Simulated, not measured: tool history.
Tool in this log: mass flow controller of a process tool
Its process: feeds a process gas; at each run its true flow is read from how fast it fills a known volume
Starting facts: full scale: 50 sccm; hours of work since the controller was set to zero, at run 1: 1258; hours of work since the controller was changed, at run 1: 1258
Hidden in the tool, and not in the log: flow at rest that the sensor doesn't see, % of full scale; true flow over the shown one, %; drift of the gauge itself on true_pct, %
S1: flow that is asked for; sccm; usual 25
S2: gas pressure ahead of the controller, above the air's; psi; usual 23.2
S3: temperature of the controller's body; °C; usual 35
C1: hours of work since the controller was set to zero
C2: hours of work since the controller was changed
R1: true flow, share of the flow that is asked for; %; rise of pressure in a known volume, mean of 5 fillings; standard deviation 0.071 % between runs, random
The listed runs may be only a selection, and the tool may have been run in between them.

| run | hour | S1 | S2 | S3 | C1 | C2 | R1 |
|---|---|---|---|---|---|---|---|
| 1 | 0 | 25 | 23.2 | 35 | 1258 | 1258 | 100.16 |
| 2 | 175.4 | 25 | 23.2 | 35 | 1363 | 1363 | 100.45 |
| 3 | 285.5 | 25 | 23.2 | 37 | 1428 | 1428 | 100.48 |
| 4 | 452.7 | 25 | 24.5 | 35 | 1528 | 1528 | 100.61 |
| 5 | 629.6 | 25 | 23.2 | 35 | 1634 | 1634 | 100.66 |
| 6 | 773.8 | 25 | 23.2 | 35 | 1720 | 1720 | 100.79 |
| 7 | 951 | 40 | 23.2 | 35 | 1826 | 1826 | 101.23 |
| 8 | 1097 | 40 | 23.2 | 35 | 1913 | 1913 | 101.24 |
| 9 | 1220.8 | 40 | 23.2 | 35 | 1987 | 1987 | 101.34 |
| 10 | 1337.3 | 40 | 23.2 | 35 | 2056 | 2056 | 101.36 |
| 11 | 1537.4 | 40 | 24.2 | 35 | 2176 | 2176 | 101.5 |
| 12 | 1722.5 | 40 | 24.2 | 23 | 2286 | 2286 | 100.77 |
| 13 | 1922.3 | 40 | 29.6 | 23 | 2405 | 2405 | 100.65 |
| 14 | 2058.1 | 47 | 23.2 | 35 | 2486 | 2486 | 102.12 |
| 15 | 2250 | 47 | 23.2 | 35 | 2601 | 2601 | 102.14 |
| 16 | 2371.4 | 47 | 23.2 | 35 | 2673 | 2673 | 102.05 |
| 17 | 2472.7 | 25 | 23.2 | 35 | 2734 | 2734 | 101.65 |
|  | 2609.5 | gauge calibrated |
| 18 | 2628.3 | 25 | 23.2 | 35 | 2827 | 2827 | 100.31 |
| 19 | 2737 | 25 | 23.2 | 35 | 2892 | 2892 | 100.42 |
| 20 | 2886.1 | 25 | 23.2 | 27 | 2981 | 2981 | 100.03 |
| 21 | 3032.3 | 25 | 23.2 | 35 | 3068 | 3068 | 100.42 |
| 22 | 3159.1 | 25 | 23.2 | 35 | 3144 | 3144 | 100.62 |
| 23 | 3358.8 | 25 | 23.2 | 35 | 3263 | 3263 | 100.85 |
| 24 | 3549.4 | 25 | 23.2 | 35 | 3377 | 3377 | 100.83 |
| 25 | 3737.2 | 25 | 23.2 | 35 | 3489 | 3489 | 100.86 |
| 26 | 3886.2 | 25 | 20.6 | 39 | 3578 | 3578 | 101.35 |
| 27 | 4067.8 | 25 | 25.4 | 39 | 3686 | 3686 | 101.36 |
| 28 | 4238.6 | 25 | 31.3 | 24 | 3788 | 3788 | 100.23 |
|  | 4315.8 | gauge calibrated |
| 29 | 4388.7 | 11 | 22.5 | 24 | 3878 | 3878 | 99.51 |
| 30 | 4511.4 | 11 | 23.2 | 24 | 3951 | 3951 | 99.45 |
| 31 | 4662.6 | 25 | 23.1 | 28 | 4041 | 4041 | 100.1 |
| 32 | 4801.3 | 17 | 23.1 | 22 | 4124 | 4124 | 99.61 |
| 33 | 4902 | 12 | 23.2 | 24 | 4184 | 4184 | 99.71 |
| 34 | 5074.1 | 40 | 31.5 | 35 | 4287 | 4287 | 100.64 |
| 35 | 5249.8 | 40 | 31.5 | 36 | 4392 | 4392 | 100.9 |
| 36 | 5446 | 16 | 40.2 | 35 | 4509 | 4509 | 100.1 |
| 37 | 5627.2 | 12 | 23.2 | 35 | 4617 | 4617 | 100.78 |
| 38 | 5726 | 12 | 23.2 | 35 | 4676 | 4676 | 100.85 |
| 39 | 5917.4 | 16 | 20.5 | 35 | 4790 | 4790 | 101.14 |
| 40 | 6074.6 | 27 | 25.8 | 31 | 4884 | 4884 | 100.95 |
| 41 | 6218.2 | 25 | 23.5 | 25 | 4970 | 4970 | 100.78 |
| 42 | 6346.4 | 9 | 23.5 | 25 | 5046 | 5046 | 100.48 |
| 43 | 6496.8 | 16 | 30.5 | 35 | 5136 | 5136 | 100.98 |
| 44 | 6642.1 | 44 | 23.2 | 36 | 5223 | 5223 | 101.89 |
| 45 | 6815.8 | 7 | 28.7 | 28 | 5326 | 5326 | 100.62 |
| 46 | 6984.1 | 7 | 28.7 | 28 | 5427 | 5427 | 100.77 |
| 47 | 7091.7 | 14 | 20.7 | 27 | 5491 | 5491 | 101.22 |
| 48 | 7270.3 | 12 | 23.2 | 35 | 5598 | 5598 | 101.58 |
| 49 | 7470.5 | 27 | 21.2 | 26 | 5717 | 5717 | 101.69 |

Below are 3 alternative next runs, each starting from the tool's condition after run 49. Predict each:
| A | 7560.3 | 9 | 30.6 | 40 | 5771 | 5771 | ? |
| B | 7560.3 | 9 | 22.5 | 33 | 5771 | 5771 | ? |
| C | 7560.3 | 25 | 29.4 | 35 | 5771 | 5771 | ? |

| run | R1 |
|---|---|
| A | 101.74 |
| B | 101.7 |
| C | 101.82 |
Without the tool's unlogged condition, the same runs would have read:
| run | R1 |
|---|---|
| A | 99.95 |
| B | 99.9 |
| C | 100.03 |

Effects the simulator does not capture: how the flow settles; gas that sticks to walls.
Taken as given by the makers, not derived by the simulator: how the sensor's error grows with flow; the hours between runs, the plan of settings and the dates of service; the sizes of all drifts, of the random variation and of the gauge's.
